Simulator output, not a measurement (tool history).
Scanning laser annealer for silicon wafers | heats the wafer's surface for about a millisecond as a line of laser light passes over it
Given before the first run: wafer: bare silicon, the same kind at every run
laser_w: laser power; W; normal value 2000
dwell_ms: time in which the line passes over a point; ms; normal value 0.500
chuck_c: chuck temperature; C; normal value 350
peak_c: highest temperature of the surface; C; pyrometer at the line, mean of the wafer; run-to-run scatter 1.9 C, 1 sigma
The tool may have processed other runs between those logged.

Run 1, day 0.000: usual settings. Result: peak_c 1144 C.
Run 2, day 2.321: usual settings. Result: peak_c 1137 C.
At day 3.267: window over the wafer cleaned.
Run 3, day 3.917: usual settings. Result: peak_c 1157 C.
Run 4, day 5.992: usual settings. Result: peak_c 1157 C.
Run 5, day 7.821: usual settings but chuck_c 355 C. Result: peak_c 1154 C.
Run 6, day 9.788: usual settings but chuck_c 326 C. Result: peak_c 1128 C.
Run 7, day 11.533: usual settings but chuck_c 360 C. Result: peak_c 1162 C.
Run 8, day 13.283: usual settings but chuck_c 360 C. Result: peak_c 1153 C.
Run 9, day 15.888: usual settings but chuck_c 360 C. Result: peak_c 1158 C.
Run 10, day 18.179: usual settings but dwell_ms 0.419 ms. Result: peak_c 1072 C.
At day 18.533: laser's power meter calibrated.
Run 11, day 20.154: usual settings but dwell_ms 0.419 ms. Result: peak_c 1072 C.
Run 12, day 22.062: usual settings but laser_w 1981 W, dwell_ms 0.419 ms, chuck_c 333 C. Result: peak_c 1042 C.
At day 24.904: laser's power meter calibrated, once more.
Run 13, day 24.904: usual settings but laser_w 1778 W, chuck_c 355 C. Result: peak_c 1037 C.
At day 27.688: optics aligned, line set to its width.
Run 14, day 27.746: usual settings but laser_w 1778 W, chuck_c 355 C. Result: peak_c 1042 C.
Run 15, day 29.238: usual settings but laser_w 1778 W, chuck_c 332 C. Result: peak_c 1019 C.
Run 16, day 31.967: usual settings but laser_w 1905 W, dwell_ms 0.351 ms, chuck_c 312 C. Result: peak_c 925 C.
At day 33.979: window over the wafer cleaned.
Run 17, day 34.642: usual settings but laser_w 2123 W, dwell_ms 0.479 ms, chuck_c 319 C. Result: peak_c 1166 C.
Run 18, day 36.892: usual settings but laser_w 2121 W, dwell_ms 0.351 ms, chuck_c 326 C. Result: peak_c 1040 C.
Run 19, day 39.258: usual settings but laser_w 1954 W, dwell_ms 0.505 ms, chuck_c 380 C. Result: peak_c 1169 C.
Run 20, day 41.662: usual settings but laser_w 2160 W, dwell_ms 0.591 ms, chuck_c 337 C. Result: peak_c 1302 C.
Run 21, day 43.629: usual settings but laser_w 2160 W, dwell_ms 0.591 ms, chuck_c 337 C. Result: peak_c 1300 C.
Run 22, day 45.392: usual settings but laser_w 1881 W, dwell_ms 0.517 ms, chuck_c 361 C. Result: peak_c 1117 C.

5 options for the next run, each taken on its own from the tool as it stands now. Forecast them:
Run A, day 46.921: usual settings but laser_w 1860 W, chuck_c 323 C. Result: peak_c ?.
Run B, day 46.921: usual settings but laser_w 2036 W, dwell_ms 0.376 ms, chuck_c 340 C. Result: peak_c ?.
Run C, day 46.921: usual settings but laser_w 1941 W, dwell_ms 0.422 ms, chuck_c 326 C. Result: peak_c ?.
Run D, day 46.921: usual settings but laser_w 2154 W. Result: peak_c ?.
Run E, day 46.921: usual settings but laser_w 1947 W, dwell_ms 0.408 ms, chuck_c 360 C. Result: peak_c ?.

run  peak_c
  A    1054
  B    1035
  C    1027
  D    1225
  E    1051
With no hidden state in the tool, these same runs would have given:
run  peak_c
  A    1071
  B    1051
  C    1043
  D    1245
  E    1067

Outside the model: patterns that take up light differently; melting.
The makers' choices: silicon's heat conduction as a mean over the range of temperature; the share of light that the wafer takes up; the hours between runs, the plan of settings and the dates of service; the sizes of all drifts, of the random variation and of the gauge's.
